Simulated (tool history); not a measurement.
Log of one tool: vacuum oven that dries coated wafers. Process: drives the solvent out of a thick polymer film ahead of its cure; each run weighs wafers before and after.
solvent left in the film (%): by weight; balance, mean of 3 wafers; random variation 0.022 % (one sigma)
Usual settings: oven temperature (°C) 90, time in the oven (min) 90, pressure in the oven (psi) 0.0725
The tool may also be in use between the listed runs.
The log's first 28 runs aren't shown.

run    hour  oven temperature (°C)  time in the oven (min)  pressure in the oven (psi)  solvent left in the film (%)
 29   656.4                     86                      63                      0.0725                          3.08
 30   669.6                     86                      63                      0.0725                          3.15
 31   697.6                     80                      61                      0.2413                          5.73
      713.1  -- vacuum gauge cleaned of residue and calibrated
 32   721.1                     90                      77                      0.0512                          1.36
 33   749.6                     90                      61                      0.1858                          2.65
 34   770.5                     90                      90                      0.1693                          1.68
 35   783.6                     93                      90                      0.1693                          1.28
 36   797.8                     86                      90                      0.2265                          2.65
 37   819.6                     86                      90                      0.2265                          2.67
 38   843.1                     96                      90                      0.0364                          0.44
 39   859.4                     96                      90                      0.0364                          0.40
 40   875.2                     77                     105                      0.1420                          3.75
 41   895.8                     77                     105                      0.1420                          3.81
 42   912.0                     77                     105                      0.0982                          3.51
 43   939.1                     77                     105                      0.0982                          3.49
 44   960.8                     77                     105                      0.1384                          3.82
 45   981.2                     77                     105                      0.1384                          3.81
 46   993.9                     89                     106                      0.0725                          1.02
 47  1019.1                     89                     106                      0.0725                          1.09

Forecast each of these 4 alternatives for the next run:
  A  1041.3                     95                      47                      0.1028                             ?
  B  1041.3                     90                      48                      0.0725                             ?
  C  1041.3                     94                      86                      0.0455                             ?
  D  1041.3                     95                      77                      0.0725                             ?

run  solvent left in the film (%)
  A                          2.16
  B                          3.00
  C                          0.72
  D                          0.88
Without the tool's hidden state the same runs would have given:
run  solvent left in the film (%)
  A                          1.79
  B                          2.56
  C                          0.52
  D                          0.66
